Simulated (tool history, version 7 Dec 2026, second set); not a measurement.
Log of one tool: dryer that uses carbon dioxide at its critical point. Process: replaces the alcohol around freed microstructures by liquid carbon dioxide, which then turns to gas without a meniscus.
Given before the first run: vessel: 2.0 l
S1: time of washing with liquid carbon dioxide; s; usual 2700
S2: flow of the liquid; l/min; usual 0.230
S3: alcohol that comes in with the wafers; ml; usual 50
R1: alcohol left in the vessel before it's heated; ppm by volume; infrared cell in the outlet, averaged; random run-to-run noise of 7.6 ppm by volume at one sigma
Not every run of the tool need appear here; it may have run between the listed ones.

run 1 hour=0.0 | S1=2700 S2=0.230 S3=50 | R1=789
run 2 hour=15.8 | S1=2700 S2=0.230 S3=50 | R1=813
run 3 hour=27.8 | S1=2700 S2=0.230 S3=50 | R1=812
run 4 hour=38.4 | S1=2700 S2=0.230 S3=50 | R1=813
run 5 hour=57.9 | S1=2700 S2=0.230 S3=50 | R1=422
run 6 hour=73.0 | S1=2700 S2=0.230 S3=50 | R1=427
run 7 hour=92.1 | S1=2700 S2=0.230 S3=50 | R1=404
run 8 hour=108.3 | S1=2700 S2=0.230 S3=50 | R1=433
run 9 hour=126.1 | S1=2700 S2=0.230 S3=50 | R1=432
run 10 hour=147.3 | S1=2580 S2=0.218 S3=31 | R1=422
run 11 hour=156.6 | S1=3360 S2=0.240 S3=58 | R1=177
run 12 hour=176.4 | S1=1740 S2=0.205 S3=22 | R1=1119
run 13 hour=187.8 | S1=1740 S2=0.205 S3=22 | R1=1090
run 14 hour=208.2 | S1=2880 S2=0.160 S3=50 | R1=1236

The log once held 1 entry between its listed runs, left out of this copy. Where does each go, and what is different about the tool's unlogged condition between the listed run before it and the listed run after it?
Runs 4 to 5: inlet filter changed (hour 52.1)
  flow that reaches the vessel past the clogged filter, %: 82.4 -> 99.4; alcohol in the recycled carbon dioxide, ppm: 31.3 -> 33.1
  the result without the hidden state subtracted from the measured one, R1: +438 -> +38 ppm by volume
